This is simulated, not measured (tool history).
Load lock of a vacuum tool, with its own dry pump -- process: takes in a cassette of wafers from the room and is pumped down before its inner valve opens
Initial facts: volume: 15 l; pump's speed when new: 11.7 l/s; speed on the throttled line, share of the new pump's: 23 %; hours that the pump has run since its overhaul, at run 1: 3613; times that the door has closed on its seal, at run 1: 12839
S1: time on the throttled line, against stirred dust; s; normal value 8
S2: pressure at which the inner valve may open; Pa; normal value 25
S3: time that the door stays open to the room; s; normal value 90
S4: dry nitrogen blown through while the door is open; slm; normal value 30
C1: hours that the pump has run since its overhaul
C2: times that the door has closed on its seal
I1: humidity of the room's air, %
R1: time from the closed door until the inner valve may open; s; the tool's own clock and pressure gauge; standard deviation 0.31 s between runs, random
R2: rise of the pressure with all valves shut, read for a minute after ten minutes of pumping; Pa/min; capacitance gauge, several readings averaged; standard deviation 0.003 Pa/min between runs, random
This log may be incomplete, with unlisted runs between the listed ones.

run	hour	S1	S2	S3	S4	C1	C2	I1	R1	R2
1	0	8	25	90	30	3613	12839	44.1	17	0.068
2	233.5	8	25	90	30	3846	13842	45.2	17.6	0.067
3	696.4	8	25	90	30	4309	15831	46.5	17.6	0.079
4	950.8	8	33	90	30	4564	16924	48.5	17.4	0.08
5	1204.8	8	25	90	30	4818	18015	43	17.7	0.078
6	1569.2	8	25	90	30	5182	19581	45.4	18.1	0.084
7	1816.5	8	25	90	30	5429	20643	45.7	17.9	0.093
8	2268.5	8	25	90	30	5881	22585	46.8	17.6	0.103
9	2558.1	8	25	90	30	6171	23829	43.3	17.6	0.098
10	2979.4	8	25	90	30	6592	25640	44.6	18.5	0.105
11	3263.1	8	25	90	30	6876	26858	46.6	18.1	0.117
12	3455.2	8	25	90	22	7068	27683	44.6	18.6	0.124
13	3811.3	7	47	51	30	7424	29213	43	16.5	0.112
14	4202.7	15	25	90	30	7815	30895	43.4	23.8	0.13
15	4425.5	14	27	34	7	8038	31852	47.6	23.2	0.136
16	4779.3	16	31	193	17	8392	33372	47.7	23.8	0.183
17	5090.3	7	50	105	18	8703	34708	43	16.3	0.157
18	5431.2	15	23	90	30	9044	36173	44.5	24.1	0.149
19	5780	8	28	90	30	9393	37671	46.2	18.9	0.165
20	6134	8	47	90	30	9747	39192	40.7	17.6	0.17
21	6503.5	13	25	173	6	10116	40780	43.3	22.7	0.24
22	6783	16	39	173	6	10396	41981	45.2	23.9	0.247

Alternative continuations, all from the tool just after run 22; predict every row:
A	7164.7	9	25	174	30	10777	43620	46.4	?	?
B	7164.7	16	42	173	6	10777	43620	46.5	?	?
C	7164.7	8	49	77	30	10777	43620	42.3	?	?
D	7164.7	16	22	55	30	10777	43620	43.2	?	?

run	R1	R2
A	20.3	0.216
B	24	0.267
C	17.8	0.19
D	25.7	0.188
What these runs would have given with no unlogged condition in the tool:
run	R1	R2
A	18.1	0.061
B	22.3	0.11
C	15.7	0.035
D	23.8	0.032
